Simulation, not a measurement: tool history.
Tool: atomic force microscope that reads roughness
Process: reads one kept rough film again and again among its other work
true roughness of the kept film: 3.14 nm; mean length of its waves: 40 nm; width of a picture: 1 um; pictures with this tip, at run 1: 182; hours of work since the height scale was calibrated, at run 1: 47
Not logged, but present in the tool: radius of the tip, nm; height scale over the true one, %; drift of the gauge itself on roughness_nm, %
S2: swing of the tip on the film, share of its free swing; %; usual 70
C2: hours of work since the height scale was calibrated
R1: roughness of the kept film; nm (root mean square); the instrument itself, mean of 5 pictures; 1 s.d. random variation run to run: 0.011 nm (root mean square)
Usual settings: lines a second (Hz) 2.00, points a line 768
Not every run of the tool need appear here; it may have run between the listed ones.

{"run": 1, "hour": 0.0, "lines a second (Hz)": 2.0, "S2": 70, "points a line": 768, "pictures with this tip": 182, "C2": 47, "R1": 2.515}
{"run": 2, "hour": 15.3, "lines a second (Hz)": 2.0, "S2": 70, "points a line": 768, "pictures with this tip": 194, "C2": 55, "R1": 2.485}
{"run": 3, "hour": 45.4, "lines a second (Hz)": 2.0, "S2": 70, "points a line": 768, "pictures with this tip": 218, "C2": 70, "R1": 2.5}
{"run": 4, "hour": 77.8, "lines a second (Hz)": 3.25, "S2": 70, "points a line": 768, "pictures with this tip": 245, "C2": 87, "R1": 2.282}
{"run": 5, "hour": 107.6, "lines a second (Hz)": 3.25, "S2": 70, "points a line": 768, "pictures with this tip": 269, "C2": 102, "R1": 2.278}
{"run": 6, "hour": 123.6, "lines a second (Hz)": 3.25, "S2": 70, "points a line": 768, "pictures with this tip": 282, "C2": 110, "R1": 2.258}
{"run": 7, "hour": 149.0, "lines a second (Hz)": 2.0, "S2": 70, "points a line": 768, "pictures with this tip": 302, "C2": 123, "R1": 2.415}
{"run": 8, "hour": 171.5, "lines a second (Hz)": 2.0, "S2": 70, "points a line": 586, "pictures with this tip": 321, "C2": 134, "R1": 2.402}
{"run": 9, "hour": 192.3, "lines a second (Hz)": 2.0, "S2": 70, "points a line": 586, "pictures with this tip": 337, "C2": 145, "R1": 2.39}
{"run": 10, "hour": 215.3, "lines a second (Hz)": 2.0, "S2": 70, "points a line": 768, "pictures with this tip": 356, "C2": 157, "R1": 2.388}
{"hour": 239.1, "done": "new tip fitted"}
{"run": 11, "hour": 248.3, "lines a second (Hz)": 2.0, "S2": 70, "points a line": 768, "pictures with this tip": 7, "C2": 173, "R1": 2.658}
{"run": 12, "hour": 269.2, "lines a second (Hz)": 2.0, "S2": 70, "points a line": 768, "pictures with this tip": 24, "C2": 184, "R1": 2.634}
{"run": 13, "hour": 292.2, "lines a second (Hz)": 2.0, "S2": 85, "points a line": 768, "pictures with this tip": 43, "C2": 195, "R1": 2.313}
{"run": 14, "hour": 305.8, "lines a second (Hz)": 2.0, "S2": 85, "points a line": 768, "pictures with this tip": 54, "C2": 202, "R1": 2.306}
{"run": 15, "hour": 331.6, "lines a second (Hz)": 2.16, "S2": 56, "points a line": 826, "pictures with this tip": 75, "C2": 215, "R1": 2.767}
{"run": 16, "hour": 358.2, "lines a second (Hz)": 2.16, "S2": 56, "points a line": 826, "pictures with this tip": 97, "C2": 229, "R1": 2.725}
{"run": 17, "hour": 382.5, "lines a second (Hz)": 2.16, "S2": 56, "points a line": 826, "pictures with this tip": 116, "C2": 241, "R1": 2.749}
{"run": 18, "hour": 406.4, "lines a second (Hz)": 0.88, "S2": 56, "points a line": 826, "pictures with this tip": 136, "C2": 254, "R1": 2.81}
{"run": 19, "hour": 432.5, "lines a second (Hz)": 0.88, "S2": 56, "points a line": 826, "pictures with this tip": 157, "C2": 267, "R1": 2.782}
{"run": 20, "hour": 449.7, "lines a second (Hz)": 0.63, "S2": 61, "points a line": 601, "pictures with this tip": 171, "C2": 276, "R1": 2.763}
{"run": 21, "hour": 481.2, "lines a second (Hz)": 0.73, "S2": 76, "points a line": 768, "pictures with this tip": 196, "C2": 292, "R1": 2.659}
{"run": 22, "hour": 511.6, "lines a second (Hz)": 2.42, "S2": 65, "points a line": 768, "pictures with this tip": 221, "C2": 307, "R1": 2.476}
{"run": 23, "hour": 532.2, "lines a second (Hz)": 1.91, "S2": 70, "points a line": 768, "pictures with this tip": 238, "C2": 318, "R1": 2.468}
{"run": 24, "hour": 551.6, "lines a second (Hz)": 2.61, "S2": 70, "points a line": 397, "pictures with this tip": 253, "C2": 327, "R1": 2.338}
{"run": 25, "hour": 582.8, "lines a second (Hz)": 2.61, "S2": 70, "points a line": 397, "pictures with this tip": 278, "C2": 343, "R1": 2.337}
{"run": 26, "hour": 600.5, "lines a second (Hz)": 1.63, "S2": 70, "points a line": 308, "pictures with this tip": 293, "C2": 352, "R1": 2.448}
{"run": 27, "hour": 625.7, "lines a second (Hz)": 0.9, "S2": 70, "points a line": 758, "pictures with this tip": 313, "C2": 365, "R1": 2.554}
{"run": 28, "hour": 646.9, "lines a second (Hz)": 0.9, "S2": 70, "points a line": 758, "pictures with this tip": 330, "C2": 376, "R1": 2.554}

A few steps of R1 between consecutive runs. Split each: what settings, incoming material and random variation would produce without the hidden state, and what is left over for the hidden state, along with gauge scatter present in only one of the two compared results (measured, and without hidden state):
Run 6 -> 7: lines a second (Hz) 3.25 -> 2.00. R1 +0.157 nm (root mean square): hidden state -0.032, all else +0.189.
Run 10 -> 11: new tip fitted. R1 +0.270 nm (root mean square): hidden state +0.277, all else -0.007.
Run 12 -> 13: S2 70 -> 85. R1 -0.321 nm (root mean square): hidden state -0.012, all else -0.309.
Run 14 -> 15: lines a second (Hz) 2.00 -> 2.16, S2 85 -> 56, points a line 768 -> 826. R1 +0.461 nm (root mean square): hidden state -0.031, all else +0.492.

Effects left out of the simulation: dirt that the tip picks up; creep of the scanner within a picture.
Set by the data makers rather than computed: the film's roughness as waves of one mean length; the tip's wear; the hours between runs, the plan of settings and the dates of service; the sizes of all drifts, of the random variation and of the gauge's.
